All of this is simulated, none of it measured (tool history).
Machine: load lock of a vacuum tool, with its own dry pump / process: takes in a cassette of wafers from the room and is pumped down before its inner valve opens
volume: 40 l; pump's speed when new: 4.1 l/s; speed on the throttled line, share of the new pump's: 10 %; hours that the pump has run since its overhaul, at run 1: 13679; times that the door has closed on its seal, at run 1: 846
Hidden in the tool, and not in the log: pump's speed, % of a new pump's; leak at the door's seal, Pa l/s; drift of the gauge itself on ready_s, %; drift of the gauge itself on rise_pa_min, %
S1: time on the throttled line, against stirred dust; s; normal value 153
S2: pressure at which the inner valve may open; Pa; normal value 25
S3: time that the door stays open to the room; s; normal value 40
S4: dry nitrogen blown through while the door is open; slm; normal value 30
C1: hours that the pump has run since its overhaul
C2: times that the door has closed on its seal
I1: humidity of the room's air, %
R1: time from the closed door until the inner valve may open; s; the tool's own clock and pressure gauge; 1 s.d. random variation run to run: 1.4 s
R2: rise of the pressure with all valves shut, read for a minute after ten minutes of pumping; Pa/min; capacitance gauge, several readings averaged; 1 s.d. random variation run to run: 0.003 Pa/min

run 1 hour=0 | S1=153 S2=25 S3=40 S4=30 | C1=13679 C2=846 | I1=44.7 | R1=237.3 R2=0.019
run 2 hour=144.2 | S1=153 S2=25 S3=40 S4=30 | C1=13823 C2=1033 | I1=45.5 | R1=236.9 R2=0.02
run 3 hour=380.2 | S1=153 S2=25 S3=40 S4=30 | C1=14059 C2=1339 | I1=41.4 | R1=236.4 R2=0.021
run 4 hour=551.9 | S1=153 S2=25 S3=40 S4=30 | C1=14231 C2=1562 | I1=46.9 | R1=236.4 R2=0.027
run 5 hour=689.6 | S1=153 S2=25 S3=40 S4=30 | C1=14368 C2=1740 | I1=43.3 | R1=237.1 R2=0.024
run 6 hour=882.1 | S1=153 S2=25 S3=40 S4=30 | C1=14561 C2=1989 | I1=45.5 | R1=238.7 R2=0.024
run 7 hour=1041.3 | S1=153 S2=25 S3=40 S4=30 | C1=14720 C2=2196 | I1=44.8 | R1=237.4 R2=0.03
run 8 hour=1200.7 | S1=252 S2=25 S3=40 S4=30 | C1=14879 C2=2402 | I1=43.6 | R1=320.4 R2=0.017
run 9 hour=1339.8 | S1=153 S2=25 S3=40 S4=30 | C1=15018 C2=2583 | I1=47.7 | R1=235.9 R2=0.027
run 10 hour=1585.1 | S1=153 S2=25 S3=40 S4=30 | C1=15264 C2=2900 | I1=42.1 | R1=236.1 R2=0.029
run 11 hour=1791.7 | S1=153 S2=25 S3=40 S4=30 | C1=15470 C2=3168 | I1=50.4 | R1=236.7 R2=0.028
run 12 hour=1931.6 | S1=153 S2=25 S3=40 S4=30 | C1=15610 C2=3349 | I1=44.6 | R1=237.3 R2=0.034
run 13 hour=2208.8 | S1=153 S2=25 S3=27 S4=30 | C1=15887 C2=3709 | I1=49.8 | R1=240.5 R2=0.033
run 14 hour=2354.3 | S1=153 S2=24 S3=27 S4=30 | C1=16033 C2=3897 | I1=48.3 | R1=241.1 R2=0.035
run 15 hour=2493.6 | S1=153 S2=25 S3=40 S4=19 | C1=16172 C2=4078 | I1=41.7 | R1=240.3 R2=0.035
run 16 hour=2672.9 | S1=153 S2=19 S3=40 S4=19 | C1=16352 C2=4310 | I1=46.8 | R1=242.7 R2=0.042
run 17 hour=2791.1 | S1=153 S2=19 S3=40 S4=19 | C1=16470 C2=4463 | I1=41.8 | R1=244.2 R2=0.043
run 18 hour=2955.8 | S1=153 S2=25 S3=26 S4=30 | C1=16634 C2=4676 | I1=45.7 | R1=239.1 R2=0.035
-- hour=3101.2 dry pump taken out, an overhauled one fitted
run 19 hour=3221.4 | S1=98 S2=24 S3=234 S4=30 | C1=120 C2=5013 | I1=43.7 | R1=172.5 R2=0.053
run 20 hour=3388.3 | S1=153 S2=37 S3=40 S4=9 | C1=287 C2=5229 | I1=46.1 | R1=216.4 R2=0.054
run 21 hour=3635.8 | S1=227 S2=37 S3=40 S4=9 | C1=535 C2=5550 | I1=42.3 | R1=284.8 R2=0.055
run 22 hour=3763.5 | S1=227 S2=37 S3=40 S4=9 | C1=662 C2=5715 | I1=46 | R1=281.3 R2=0.06
run 23 hour=3878.2 | S1=227 S2=37 S3=40 S4=9 | C1=777 C2=5864 | I1=47.3 | R1=287.1 R2=0.059
run 24 hour=4021.8 | S1=78 S2=37 S3=40 S4=9 | C1=921 C2=6050 | I1=44.6 | R1=149.3 R2=0.062
run 25 hour=4153.1 | S1=83 S2=25 S3=149 S4=30 | C1=1052 C2=6220 | I1=41.2 | R1=160.2 R2=0.057
run 26 hour=4423 | S1=83 S2=21 S3=166 S4=22 | C1=1322 C2=6570 | I1=44.8 | R1=161.6 R2=0.063
run 27 hour=4556.3 | S1=263 S2=37 S3=57 S4=8 | C1=1455 C2=6743 | I1=41.6 | R1=316.6 R2=0.068
run 28 hour=4789.1 | S1=263 S2=37 S3=57 S4=8 | C1=1688 C2=7044 | I1=49.6 | R1=316.5 R2=0.072
run 29 hour=5041.7 | S1=99 S2=42 S3=79 S4=5 | C1=1940 C2=7372 | I1=41.5 | R1=167.3 R2=0.088
run 30 hour=5237.9 | S1=157 S2=19 S3=81 S4=5 | C1=2137 C2=7626 | I1=43.8 | R1=230.2 R2=0.096
run 31 hour=5451.9 | S1=153 S2=25 S3=40 S4=25 | C1=2351 C2=7903 | I1=42.1 | R1=226.6 R2=0.066
run 32 hour=5583 | S1=81 S2=40 S3=230 S4=4 | C1=2482 C2=8073 | I1=44.2 | R1=152.5 R2=0.119
run 33 hour=5850.8 | S1=174 S2=25 S3=40 S4=14 | C1=2750 C2=8420 | I1=40.7 | R1=244.3 R2=0.068
run 34 hour=6119.2 | S1=98 S2=25 S3=40 S4=5 | C1=3018 C2=8768 | I1=45.5 | R1=173.8 R2=0.096
run 35 hour=6277.8 | S1=98 S2=25 S3=40 S4=5 | C1=3177 C2=8973 | I1=44.3 | R1=174.2 R2=0.085
run 36 hour=6553.1 | S1=153 S2=35 S3=231 S4=30 | C1=3452 C2=9330 | I1=46 | R1=221.6 R2=0.082

Forecast each of these 3 alternatives for the next run:
run A hour=6722.5 | S1=153 S2=33 S3=231 S4=30 | C1=3621 C2=9550 | I1=37.9 | R1=? R2=?
run B hour=6722.5 | S1=153 S2=19 S3=162 S4=5 | C1=3621 C2=9550 | I1=43.2 | R1=? R2=?
run C hour=6722.5 | S1=153 S2=48 S3=56 S4=16 | C1=3621 C2=9550 | I1=45.9 | R1=? R2=?

run=A R1=219.7 R2=0.079
run=B R1=227.9 R2=0.113
run=C R1=216.5 R2=0.082
Without the tool's unlogged condition, the same runs would have read:
run=A R1=215.8 R2=0.019
run=B R1=223.7 R2=0.053
run=C R1=212.6 R2=0.023
